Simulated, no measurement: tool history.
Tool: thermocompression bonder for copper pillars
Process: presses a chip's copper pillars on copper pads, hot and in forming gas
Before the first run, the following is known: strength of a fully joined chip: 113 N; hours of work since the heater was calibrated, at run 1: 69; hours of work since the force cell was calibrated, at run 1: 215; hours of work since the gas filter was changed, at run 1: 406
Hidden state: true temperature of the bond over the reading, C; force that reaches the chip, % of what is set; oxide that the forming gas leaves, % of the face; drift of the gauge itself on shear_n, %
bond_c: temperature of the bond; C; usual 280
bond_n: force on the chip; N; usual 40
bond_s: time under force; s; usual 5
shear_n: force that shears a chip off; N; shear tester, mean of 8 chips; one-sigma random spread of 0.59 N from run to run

run     day  bond_c  bond_n  bond_s  hours of work since the heater was calibrated  hours of work since the force cell was calibrated  hours of work since the gas filter was changed  shear_n
  1       0     280      40       5                                             69                                                215                                             406     42.7
  2   0.475     280      40       5                                             76                                                222                                             412     42.1
  3   1.167     280      40      11                                             85                                                231                                             421     55.2
  4   1.796     280      40       5                                             93                                                239                                             430     42.2
  5   2.229     280      40      12                                             99                                                245                                             435     56.9
  6   2.646     273      40      12                                            105                                                251                                             441       53
      3.079  -- forming gas filter changed
  7     3.4     273      40       4                                            115                                                260                                               4     37.2
  8   4.046     273      40       4                                            123                                                269                                              13     35.9
  9   4.758     273      40       9                                            133                                                279                                              22     49.4
 10   5.412     273      40       9                                            141                                                287                                              31     49.6
 11   6.225     280      40       5                                            152                                                298                                              42     43.5
 12   6.708     280      40       5                                            159                                                305                                              49     44.1
 13   7.096     280      40       5                                            164                                                310                                              54     42.2
 14   7.796     280      40       5                                            173                                                319                                              63     41.2
 15   8.158     280      40       5                                            178                                                324                                              68     43.8
 16   8.888     280      40       5                                            188                                                334                                              78     43.1
 17   9.279     280      51       5                                            193                                                339                                              83     53.3
 18   9.729     280      51       5                                            199                                                345                                              89     54.4
 19  10.175     280      40       5                                            205                                                351                                              95     42.6
 20  10.821     280      40       5                                            214                                                360                                             103     41.8
 21  11.196     280      40       5                                            219                                                365                                             108     43.2
 22  11.854     297      35       5                                            228                                                373                                             117     48.7
 23  12.579     276      41      12                                            237                                                383                                             127     56.9
 24  13.129     281      37       7                                            245                                                390                                             134     45.6
 25  13.683     265      52       7                                            252                                                398                                             142     50.3
 26  14.312     309      38       3                                            260                                                406                                             150     49.1
 27  14.942     275      45      10                                            269                                                415                                             158     57.1
 28  15.325     275      45      10                                            274                                                420                                             164     57.3
 29  16.071     267      30       8                                            284                                                430                                             174     30.7
 30    16.7     304      51       4                                            292                                                438                                             182     65.4
 31  17.038     291      51       4                                            297                                                443                                             186       56

Predict the results of run 32:
 32  17.475     271      25       3                                            303                                                448                                             192        ?

For run 32 the tool returned shear_n 18.4 N.
Minus the tool's unlogged condition, the same run would have read shear_n 18.6 N.

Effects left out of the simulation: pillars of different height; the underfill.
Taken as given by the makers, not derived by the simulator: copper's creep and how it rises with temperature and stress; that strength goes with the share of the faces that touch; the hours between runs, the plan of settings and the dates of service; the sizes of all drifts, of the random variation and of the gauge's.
